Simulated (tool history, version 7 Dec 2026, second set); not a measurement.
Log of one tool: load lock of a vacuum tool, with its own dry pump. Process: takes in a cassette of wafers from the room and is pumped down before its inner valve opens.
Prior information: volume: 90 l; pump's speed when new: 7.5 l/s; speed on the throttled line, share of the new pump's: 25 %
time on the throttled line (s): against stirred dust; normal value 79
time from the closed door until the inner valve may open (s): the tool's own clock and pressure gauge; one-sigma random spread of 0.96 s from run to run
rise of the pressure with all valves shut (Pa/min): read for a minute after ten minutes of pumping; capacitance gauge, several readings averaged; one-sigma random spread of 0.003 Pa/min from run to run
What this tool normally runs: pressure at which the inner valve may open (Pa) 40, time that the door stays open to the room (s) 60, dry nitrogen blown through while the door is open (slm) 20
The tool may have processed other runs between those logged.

run    hour  time on the throttled line (s)  pressure at which the inner valve may open (Pa)  time that the door stays open to the room (s)  dry nitrogen blown through while the door is open (slm)  incoming humidity of the room's air, %  time from the closed door until the inner valve may open (s)  rise of the pressure with all valves shut (Pa/min)
  1     0.0                              79                                               40                                             60                                                       20                                    43.4                                                         156.1                                               0.231
  2    87.4                              79                                               40                                             60                                                       20                                    44.0                                                         158.1                                               0.237
  3   290.4                              79                                               40                                             60                                                       20                                    46.3                                                         157.5                                               0.268
  4   403.2                              79                                               40                                             60                                                       20                                    43.2                                                         156.3                                               0.280
  5   515.7                              79                                               40                                             60                                                        9                                    46.1                                                         156.8                                               0.302
  6   622.0                              79                                               40                                             60                                                       20                                    44.2                                                         159.7                                               0.315
  7   720.7                              79                                               40                                             60                                                        6                                    44.8                                                         158.5                                               0.340
  8   825.1                              79                                               40                                             60                                                        6                                    44.3                                                         158.3                                               0.359
  9   977.9                              79                                               67                                            231                                                       20                                    44.7                                                         150.7                                               0.391
 10  1090.5                              79                                               54                                            156                                                       20                                    43.6                                                         152.8                                               0.402
 11  1306.1                              79                                               40                                             60                                                       19                                    47.9                                                         157.5                                               0.411
 12  1513.6                             128                                               40                                             60                                                       20                                    44.1                                                         194.5                                               0.436
 13  1622.4                              76                                               39                                            114                                                       26                                    44.8                                                         156.5                                               0.475
 14  1761.9                              79                                               40                                             60                                                        8                                    44.3                                                         160.6                                               0.504
 15  1869.8                              79                                               40                                             60                                                        8                                    43.2                                                         159.8                                               0.516

Same runs, no hidden state in the tool, same run-to-run variation:
Unlogged tool condition in this case: pump's speed, % of a new pump's; leak at the door's seal, Pa l/s; drift of the gauge itself on ready_s, %; drift of the gauge itself on rise_pa_min, %.
run  time from the closed door until the inner valve may open (s)  rise of the pressure with all valves shut (Pa/min)
  1                                                         151.3                                               0.038
  2                                                         153.2                                               0.034
  3                                                         152.4                                               0.037
  4                                                         151.1                                               0.035
  5                                                         151.5                                               0.045
  6                                                         154.2                                               0.038
  7                                                         152.9                                               0.054
  8                                                         152.6                                               0.053
  9                                                         145.4                                               0.065
 10                                                         147.2                                               0.057
 11                                                         151.5                                               0.036
 12                                                         189.3                                               0.033
 13                                                         149.9                                               0.047
 14                                                         154.0                                               0.047
 15                                                         153.1                                               0.048
